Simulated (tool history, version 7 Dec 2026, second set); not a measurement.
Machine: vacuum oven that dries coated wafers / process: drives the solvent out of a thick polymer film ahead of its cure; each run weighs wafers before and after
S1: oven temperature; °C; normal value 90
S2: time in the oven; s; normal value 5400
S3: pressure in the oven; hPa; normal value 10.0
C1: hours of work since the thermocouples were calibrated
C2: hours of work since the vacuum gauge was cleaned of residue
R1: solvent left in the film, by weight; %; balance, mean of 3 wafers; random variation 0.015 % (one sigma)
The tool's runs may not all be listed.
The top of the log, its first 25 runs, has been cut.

run    hour  S1    S2    S3   C1   C2    R1
 26   816.2  98  3060  10.0   41  461  2.47
 27   846.4  98  4080  17.2   62  481  1.58
 28   868.1  98  4080  17.2   77  496  1.62
 29   913.2  84  3660  10.0  109  528  4.35
 30   935.2  95  9000   9.7  124  543  0.35
 31   964.6  95  9000   9.7  144  563  0.39
 32   988.8  95  9000   9.7  161  580  0.36
 33  1017.6  95  9000   9.7  181  600  0.36
 34  1057.0  95  9000   9.7  208  627  0.39
 35  1079.5  95  9000   9.7  224  643  0.41
 36  1123.2  95  9000   9.7  254  673  0.37
 37  1163.7  95  9000   9.7  282  701  0.41

Each row is a separate what-if for the run after 37, all from the same tool condition, not one after another. Results?
  A  1192.4   85  7260  13.0  302  721   ?
  B  1192.4   90  4080  10.0  302  721   ?
  C  1192.4   90  3180  17.8  302  721   ?
  D  1192.4  100  5400  10.0  302  721   ?

run    R1
  A  1.68
  B  2.82
  C  3.97
  D  0.74
With the hidden condition removed and each run's random variation left untouched, the same runs would have given:
run    R1
  A  1.54
  B  2.68
  C  3.83
  D  0.66

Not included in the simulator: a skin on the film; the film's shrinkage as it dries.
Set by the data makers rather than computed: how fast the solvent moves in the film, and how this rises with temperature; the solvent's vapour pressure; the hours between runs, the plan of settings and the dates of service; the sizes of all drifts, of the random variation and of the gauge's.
